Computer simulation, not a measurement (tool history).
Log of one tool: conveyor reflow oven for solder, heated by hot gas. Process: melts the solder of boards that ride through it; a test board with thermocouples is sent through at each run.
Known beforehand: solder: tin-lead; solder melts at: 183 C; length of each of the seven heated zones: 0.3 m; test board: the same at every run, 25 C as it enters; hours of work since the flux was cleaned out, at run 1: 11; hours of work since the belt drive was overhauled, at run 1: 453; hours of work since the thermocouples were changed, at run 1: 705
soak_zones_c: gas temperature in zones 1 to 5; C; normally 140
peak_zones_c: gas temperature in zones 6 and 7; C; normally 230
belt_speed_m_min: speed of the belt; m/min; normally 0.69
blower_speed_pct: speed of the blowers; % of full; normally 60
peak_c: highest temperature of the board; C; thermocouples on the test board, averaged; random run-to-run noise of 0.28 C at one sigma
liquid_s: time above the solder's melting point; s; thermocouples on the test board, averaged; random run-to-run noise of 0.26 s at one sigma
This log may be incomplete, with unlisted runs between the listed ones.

run    hour  soak_zones_c  peak_zones_c  belt_speed_m_min  blower_speed_pct  hours of work since the flux was cleaned out  hours of work since the belt drive was overhauled  hours of work since the thermocouples were changed  peak_c  liquid_s
  1       0           140           230              0.69                60                                            11                                                453                                                 705   210.3      34.7
  2    54.9           140           230              0.69                60                                            49                                                491                                                 743   210.5      34.2
  3   131.8           140           230              0.69                60                                           103                                                544                                                 796   209.8      34.1
  4   183.6           140           230              0.69                53                                           138                                                580                                                 832   207.9        33
  5   237.5           140           230              0.69                53                                           176                                                618                                                 869   207.5      32.7
  6     274           140           230              0.69                60                                           201                                                643                                                 894   209.3      34.4
      290.6  -- thermocouples of zones 6 and 7 changed
  7   338.6           136           230              0.69                60                                           244                                                686                                                  33   206.2      30.8
  8   374.7           127           230              0.69                60                                           269                                                711                                                  58   204.3      26.5
  9     446           140           245              0.69                60                                           319                                                761                                                 108   219.1      39.7
      461.2  -- flux residue cleaned out of gas plates and filters
 10   530.9           140           245              0.69                60                                            48                                                816                                                 163     221        42
 11   588.8           140           245              0.69                60                                            88                                                856                                                 203   221.1        41
 12   649.1           140           230              0.69                60                                           130                                                898                                                 245   208.7      33.8
 13   719.2           140           230              0.69                60                                           179                                                946                                                 293   208.7      33.2
 14   764.7           140           230              0.69                60                                           210                                                978                                                 325   208.4      33.7
      818.9  -- belt drive overhauled, speed set with a stopwatch
 15   818.9           140           230              0.69                60                                           245                                                  0                                                 359   207.9      32.4
 16   883.7           140           230              0.69                60                                           290                                                 45                                                 404   207.5        32
 17   927.4           145           239             0.689                60                                           320                                                 75                                                 435   215.9      38.9
      940.1  -- flux residue cleaned out of gas plates and filters
 18   974.9           145           237             0.568                60                                            24                                                105                                                 464   222.5      52.3
 19  1012.7           145           237             0.568                60                                            50                                                131                                                 490   222.5      52.8
 20  1062.4           137           233             0.666                70                                            85                                                165                                                 525   213.9      38.1
 21  1099.9           137           233             0.666                70                                           111                                                191                                                 551   214.1      38.4
 22  1167.5           144           242             0.628                79                                           157                                                238                                                 597   227.1      49.4
 23  1205.2           140           233             0.666                60                                           183                                                264                                                 623   212.7      36.9
 24  1270.4           129           230              0.69                60                                           229                                                309                                                 668   206.1      28.1
 25  1341.8           129           222              0.69                60                                           278                                                358                                                 718   199.5      22.6
     1416.1  -- flux residue cleaned out of gas plates and filters
 26  1422.8           134           222              0.69                60                                             5                                                411                                                 771   202.7      27.4
 27  1505.7           140           230             0.693                53                                            62                                                468                                                 828     208      33.3
 28  1579.3           144           219             0.681                66                                           113                                                519                                                 879   203.7      31.5
     1619.9  -- thermocouples of zones 6 and 7 changed
 29  1640.8           144           219             0.681                66                                           154                                                561                                                  14   201.7      29.8
 30    1680           126           240             0.811                79                                           181                                                588                                                  42   209.4        26
 31  1745.3           126           240             0.569                79                                           227                                                633                                                  87   223.7      48.5

Predict each of these 3 candidate next runs independently; none follows another, all start after run 31:
  A  1805.7           140           221             0.692                78                                           268                                                675                                                 129       ?         ?
  B  1805.7           143           230              0.69                60                                           268                                                675                                                 129       ?         ?
  C  1805.7           133           227             0.569                62                                           268                                                675                                                 129       ?         ?

run  peak_c  liquid_s
  A   203.4      29.6
  B   207.7      33.5
  C   210.1      40.9
With no hidden state in the tool, these same runs would have given:
run  peak_c  liquid_s
  A     205      31.1
  B   209.2      34.6
  C   211.3      41.9

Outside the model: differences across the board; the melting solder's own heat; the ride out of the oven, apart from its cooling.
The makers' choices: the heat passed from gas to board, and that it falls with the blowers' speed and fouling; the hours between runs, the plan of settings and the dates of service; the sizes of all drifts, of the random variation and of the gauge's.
